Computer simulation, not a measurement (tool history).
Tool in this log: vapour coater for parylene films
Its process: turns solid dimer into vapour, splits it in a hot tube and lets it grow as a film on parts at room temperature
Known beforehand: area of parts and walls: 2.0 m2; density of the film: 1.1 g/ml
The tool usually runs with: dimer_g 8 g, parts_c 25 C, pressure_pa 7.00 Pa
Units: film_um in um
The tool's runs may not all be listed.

| run | hour | dimer_g | parts_c | pressure_pa | film_um |
|---|---|---|---|---|---|
| 1 | 0.0 | 8 | 25 | 7.00 | 2.42 |
| 2 | 12.1 | 10 | 25 | 7.00 | 3.03 |
| 3 | 25.8 | 10 | 25 | 7.00 | 3.01 |
| 4 | 40.8 | 10 | 25 | 7.00 | 3.02 |
| 5 | 55.5 | 10 | 25 | 7.00 | 3.02 |
| 6 | 70.4 | 10 | 25 | 7.00 | 3.00 |
| 7 | 83.2 | 10 | 25 | 7.00 | 2.96 |
|  | 90.2 | trap's valve overhauled |
| 8 | 100.0 | 10 | 25 | 7.00 | 3.36 |
| 9 | 114.9 | 10 | 25 | 7.00 | 3.41 |
| 10 | 130.6 | 10 | 25 | 7.00 | 3.35 |
| 11 | 140.9 | 13 | 35 | 3.03 | 4.08 |
| 12 | 156.6 | 3 | 21 | 3.23 | 1.17 |
| 13 | 172.4 | 8 | 24 | 5.35 | 2.80 |
| 14 | 188.3 | 5 | 33 | 6.82 | 1.45 |
| 15 | 201.9 | 5 | 33 | 6.82 | 1.43 |
| 16 | 210.2 | 5 | 33 | 6.82 | 1.45 |
| 17 | 223.6 | 6 | 37 | 7.00 | 1.61 |

Run 18, settings as shown, results not yet in. Your forecast:
| 18 | 230.4 | 12 | 30 | 10.50 | ? |

Run 18 came out at film_um 3.47 um.
Minus the tool's unlogged condition, the same run would have read film_um 3.59 um.
